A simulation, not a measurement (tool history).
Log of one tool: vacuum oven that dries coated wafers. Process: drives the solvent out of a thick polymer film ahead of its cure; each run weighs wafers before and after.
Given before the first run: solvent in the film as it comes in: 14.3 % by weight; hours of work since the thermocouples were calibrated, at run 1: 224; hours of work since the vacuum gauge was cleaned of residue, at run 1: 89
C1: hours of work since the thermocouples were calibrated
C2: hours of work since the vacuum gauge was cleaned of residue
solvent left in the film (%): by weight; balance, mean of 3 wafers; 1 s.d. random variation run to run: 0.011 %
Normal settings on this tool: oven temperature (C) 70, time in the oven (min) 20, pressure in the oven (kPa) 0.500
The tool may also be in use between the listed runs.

{"run": 1, "hour": 0.0, "oven temperature (C)": 70, "time in the oven (min)": 20, "pressure in the oven (kPa)": 0.5, "C1": 224, "C2": 89, "solvent left in the film (%)": 0.56}
{"run": 2, "hour": 29.1, "oven temperature (C)": 68, "time in the oven (min)": 20, "pressure in the oven (kPa)": 0.5, "C1": 242, "C2": 107, "solvent left in the film (%)": 0.72}
{"run": 3, "hour": 80.7, "oven temperature (C)": 68, "time in the oven (min)": 20, "pressure in the oven (kPa)": 0.5, "C1": 273, "C2": 139, "solvent left in the film (%)": 0.73}
{"run": 4, "hour": 128.8, "oven temperature (C)": 68, "time in the oven (min)": 20, "pressure in the oven (kPa)": 0.5, "C1": 303, "C2": 168, "solvent left in the film (%)": 0.69}
{"run": 5, "hour": 151.5, "oven temperature (C)": 68, "time in the oven (min)": 20, "pressure in the oven (kPa)": 0.5, "C1": 317, "C2": 182, "solvent left in the film (%)": 0.73}
{"run": 6, "hour": 188.7, "oven temperature (C)": 70, "time in the oven (min)": 20, "pressure in the oven (kPa)": 0.5, "C1": 340, "C2": 205, "solvent left in the film (%)": 0.56}
{"run": 7, "hour": 212.1, "oven temperature (C)": 68, "time in the oven (min)": 20, "pressure in the oven (kPa)": 0.5, "C1": 354, "C2": 219, "solvent left in the film (%)": 0.71}
{"run": 8, "hour": 254.5, "oven temperature (C)": 68, "time in the oven (min)": 20, "pressure in the oven (kPa)": 0.5, "C1": 380, "C2": 245, "solvent left in the film (%)": 0.75}
{"run": 9, "hour": 295.9, "oven temperature (C)": 68, "time in the oven (min)": 20, "pressure in the oven (kPa)": 0.5, "C1": 405, "C2": 271, "solvent left in the film (%)": 0.72}
{"run": 10, "hour": 332.5, "oven temperature (C)": 70, "time in the oven (min)": 20, "pressure in the oven (kPa)": 0.5, "C1": 428, "C2": 293, "solvent left in the film (%)": 0.57}
{"run": 11, "hour": 380.7, "oven temperature (C)": 70, "time in the oven (min)": 20, "pressure in the oven (kPa)": 0.5, "C1": 457, "C2": 323, "solvent left in the film (%)": 0.57}
{"run": 12, "hour": 415.3, "oven temperature (C)": 58, "time in the oven (min)": 19, "pressure in the oven (kPa)": 0.402, "C1": 479, "C2": 344, "solvent left in the film (%)": 2.42}
{"run": 13, "hour": 448.2, "oven temperature (C)": 58, "time in the oven (min)": 11, "pressure in the oven (kPa)": 0.351, "C1": 499, "C2": 364, "solvent left in the film (%)": 4.55}
{"run": 14, "hour": 496.7, "oven temperature (C)": 70, "time in the oven (min)": 30, "pressure in the oven (kPa)": 1.882, "C1": 528, "C2": 394, "solvent left in the film (%)": 0.76}
{"run": 15, "hour": 520.6, "oven temperature (C)": 69, "time in the oven (min)": 22, "pressure in the oven (kPa)": 1.882, "C1": 543, "C2": 408, "solvent left in the film (%)": 1.02}
{"run": 16, "hour": 551.7, "oven temperature (C)": 83, "time in the oven (min)": 10, "pressure in the oven (kPa)": 0.5, "C1": 562, "C2": 428, "solvent left in the film (%)": 0.49}
{"run": 17, "hour": 604.7, "oven temperature (C)": 83, "time in the oven (min)": 10, "pressure in the oven (kPa)": 0.5, "C1": 595, "C2": 460, "solvent left in the film (%)": 0.45}
{"run": 18, "hour": 637.9, "oven temperature (C)": 83, "time in the oven (min)": 10, "pressure in the oven (kPa)": 0.5, "C1": 615, "C2": 480, "solvent left in the film (%)": 0.47}
{"run": 19, "hour": 669.5, "oven temperature (C)": 68, "time in the oven (min)": 17, "pressure in the oven (kPa)": 0.364, "C1": 634, "C2": 500, "solvent left in the film (%)": 0.96}
{"run": 20, "hour": 717.5, "oven temperature (C)": 55, "time in the oven (min)": 18, "pressure in the oven (kPa)": 0.353, "C1": 664, "C2": 529, "solvent left in the film (%)": 3.26}
{"run": 21, "hour": 756.5, "oven temperature (C)": 77, "time in the oven (min)": 18, "pressure in the oven (kPa)": 1.062, "C1": 688, "C2": 553, "solvent left in the film (%)": 0.43}

5 ways to go on from here, each from the tool as it stands after run 21. What would each give?
{"run": "A", "hour": 809.6, "oven temperature (C)": 66, "time in the oven (min)": 34, "pressure in the oven (kPa)": 1.749, "C1": 720, "C2": 586, "solvent left in the film (%)": "?"}
{"run": "B", "hour": 809.6, "oven temperature (C)": 70, "time in the oven (min)": 12, "pressure in the oven (kPa)": 0.337, "C1": 720, "C2": 586, "solvent left in the film (%)": "?"}
{"run": "C", "hour": 809.6, "oven temperature (C)": 66, "time in the oven (min)": 18, "pressure in the oven (kPa)": 1.062, "C1": 720, "C2": 586, "solvent left in the film (%)": "?"}
{"run": "D", "hour": 809.6, "oven temperature (C)": 78, "time in the oven (min)": 20, "pressure in the oven (kPa)": 0.774, "C1": 720, "C2": 586, "solvent left in the film (%)": "?"}
{"run": "E", "hour": 809.6, "oven temperature (C)": 60, "time in the oven (min)": 20, "pressure in the oven (kPa)": 0.5, "C1": 720, "C2": 586, "solvent left in the film (%)": "?"}

run=A solvent_left_in_the_film_(%)=0.91
run=B solvent_left_in_the_film_(%)=1.51
run=C solvent_left_in_the_film_(%)=1.36
run=D solvent_left_in_the_film_(%)=0.32
run=E solvent_left_in_the_film_(%)=1.86
Take away the tool's hidden state, keep each run's random variation, and the runs would have read:
run=A solvent_left_in_the_film_(%)=0.85
run=B solvent_left_in_the_film_(%)=1.59
run=C solvent_left_in_the_film_(%)=1.40
run=D solvent_left_in_the_film_(%)=0.28
run=E solvent_left_in_the_film_(%)=1.92
